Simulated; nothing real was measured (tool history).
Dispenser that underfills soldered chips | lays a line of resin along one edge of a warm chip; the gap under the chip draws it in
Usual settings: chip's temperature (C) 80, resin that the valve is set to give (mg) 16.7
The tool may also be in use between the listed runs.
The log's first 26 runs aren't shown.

| run | hour | chip's temperature (C) | resin that the valve is set to give (mg) | hours of work since the syringe was changed | hours of work since the valve was cleaned | hours of work since the stage was calibrated | time until the resin shows at the far edge (s) | resin that the valve gave (mg) |
|---|---|---|---|---|---|---|---|---|
|  | 285.5 | new syringe of resin |
| 27 | 287.9 | 94 | 17.5 | 2 | 62 | 531 | 76.0 | 16.67 |
| 28 | 296.8 | 81 | 19.4 | 8 | 68 | 537 | 153.2 | 18.32 |
|  | 299.0 | new syringe of resin |
| 29 | 309.2 | 80 | 19.0 | 7 | 77 | 546 | 156.1 | 17.77 |
|  | 312.4 | new syringe of resin |
|  | 318.1 | dispensing valve cleaned and set on the balance |
| 30 | 320.6 | 80 | 19.0 | 5 | 2 | 553 | 138.3 | 18.99 |
|  | 326.8 | new syringe of resin |
| 31 | 333.9 | 80 | 14.9 | 5 | 11 | 563 | 146.7 | 14.66 |
|  | 340.6 | new syringe of resin |
| 32 | 348.7 | 80 | 15.1 | 6 | 22 | 573 | 151.8 | 14.68 |
|  | 354.4 | new syringe of resin |
| 33 | 360.9 | 80 | 15.1 | 5 | 30 | 582 | 143.4 | 14.67 |
|  | 368.1 | new syringe of resin |
| 34 | 368.1 | 73 | 17.6 | 0 | 35 | 587 | 143.2 | 16.91 |
|  | 381.9 | new syringe of resin |
| 35 | 381.9 | 73 | 19.3 | 0 | 45 | 597 | 146.0 | 18.55 |

3 ways to go on from here, each from the tool as it stands after run 35. What would each give?
| A | 387.7 | 90 | 16.1 | 4 | 49 | 601 | ? | ? |
| B | 387.7 | 86 | 20.2 | 4 | 49 | 601 | ? | ? |
| C | 387.7 | 73 | 20.8 | 4 | 49 | 601 | ? | ? |

| run | time until the resin shows at the far edge (s) | resin that the valve gave (mg) |
|---|---|---|
| A | 103.6 | 15.34 |
| B | 113.0 | 19.27 |
| C | 174.5 | 19.78 |
Without the tool's hidden state the same runs would have given:
| run | time until the resin shows at the far edge (s) | resin that the valve gave (mg) |
|---|---|---|
| A | 78.9 | 16.09 |
| B | 86.8 | 20.22 |
| C | 133.4 | 20.75 |
